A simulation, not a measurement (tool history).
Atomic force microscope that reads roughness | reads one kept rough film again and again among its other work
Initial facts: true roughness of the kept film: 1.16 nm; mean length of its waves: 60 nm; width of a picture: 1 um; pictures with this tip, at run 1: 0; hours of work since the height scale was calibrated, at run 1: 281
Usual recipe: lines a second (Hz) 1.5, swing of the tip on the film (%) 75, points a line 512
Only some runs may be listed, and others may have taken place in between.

run	hour	lines a second (Hz)	swing of the tip on the film (%)	points a line	pictures with this tip	hours of work since the height scale was calibrated	roughness of the kept film (nm (root mean square))
1	0	1.5	75	512	0	281	1.11
2	8.4	1.5	75	512	13	288	1.109
3	20.1	1.5	75	512	32	296	1.105
4	32.6	1.88	75	512	52	305	1.098
5	39.5	1.88	75	512	63	311	1.098
6	47.3	0.57	75	512	76	316	1.137
7	54.7	0.57	75	512	88	322	1.135
8	65.4	0.57	75	512	105	330	1.139
9	81.4	0.57	75	512	130	341	1.14
10	89.6	0.57	75	512	143	347	1.139
11	98.4	1.13	75	512	158	354	1.117
12	107.2	1.13	75	915	172	360	1.12
13	117.6	1.13	75	915	188	368	1.121
14	126.6	1.13	75	915	203	375	1.117
15	143	1.5	75	512	229	387	1.107
16	159.4	1.5	75	512	255	399	1.106
17	166.1	1.5	75	512	266	404	1.108
18	180.9	1.5	75	512	290	415	1.11
19	194.6	1.12	75	512	312	425	1.118
20	201.6	1.5	66	512	323	430	1.126
21	213.6	1.5	66	259	342	439	1.122
22	226.3	1.5	61	512	362	448	1.129
23	233.5	1.5	61	512	374	453	1.134
24	240.5	1.5	75	512	385	458	1.107
# hour 250.1: new tip fitted
25	252.9	1.5	75	512	4	467	1.109
26	268	1.5	69	512	28	478	1.119
27	277.3	1.91	71	968	43	485	1.108
28	288.5	0.98	57	521	61	493	1.141
29	299	0.98	57	521	78	501	1.144
30	306.6	0.98	82	521	90	507	1.112
31	321.8	0.98	82	521	115	518	1.112
32	334.9	0.98	82	521	136	527	1.109
33	345.6	0.68	82	387	153	535	1.12
34	361.5	0.68	82	387	178	547	1.12
35	370.7	0.68	82	387	193	554	1.118
36	381.1	0.68	75	387	210	561	1.127
37	390.4	0.67	57	350	224	568	1.144
38	406.4	1.65	81	350	250	580	1.085
39	422.4	0.61	63	558	276	592	1.14
40	430.2	1.92	56	348	288	597	1.132
41	443.6	0.85	56	476	310	607	1.144
42	452.4	0.9	75	381	324	614	1.125
43	461.3	0.7	56	777	338	620	1.146
44	470	1.46	66	841	352	627	1.124
45	482.7	1.11	75	277	372	636	1.117
46	498.3	0.77	75	389	397	648	1.131
# hour 499.9: new tip fitted
47	513.9	1.5	71	620	22	659	1.118
48	530.1	1.52	69	924	48	671	1.12
49	545.8	2.46	69	924	74	682	1.1
50	558.1	2.46	69	924	93	691	1.102
51	568.6	3.39	73	696	110	699	1.068
52	580.4	3.73	78	512	129	708	1.034

Across each entry between runs, compare the hidden state at the last listed run before it with the hidden state at the first listed run after it:
Run 24 -> run 25: new tip fitted (hour 250.1)
  radius of the tip, nm: 5.8 -> 5
Run 46 -> run 47: new tip fitted (hour 499.9)
  radius of the tip, nm: 5.8 -> 5.1
